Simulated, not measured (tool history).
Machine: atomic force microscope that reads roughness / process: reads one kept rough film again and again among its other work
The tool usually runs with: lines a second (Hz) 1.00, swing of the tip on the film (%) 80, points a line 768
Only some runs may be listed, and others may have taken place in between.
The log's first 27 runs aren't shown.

run,day,lines a second (Hz),swing of the tip on the film (%),points a line,roughness of the kept film (nm (root mean square))
28,24.675,0.55,59,577,5.211
29,25.938,1.91,55,706,5.066
30,26.562,1.00,56,768,5.144
31,27.538,2.53,84,405,4.025
32,28.579,0.61,80,459,4.899
33,29.746,0.65,67,459,5.068
# day 29.871: new tip fitted
34,30.483,1.58,86,549,4.514
35,31.379,1.00,57,768,5.292
36,32.200,1.00,57,768,5.244

What does the tool deliver on the next run?
37,32.833,2.79,76,812,?

Run 37 produced roughness of the kept film (nm (root mean square)) 4.396.
Take away the tool's hidden state, keep the run-to-run variation as it was, and the same run would have given roughness of the kept film (nm (root mean square)) 4.481.
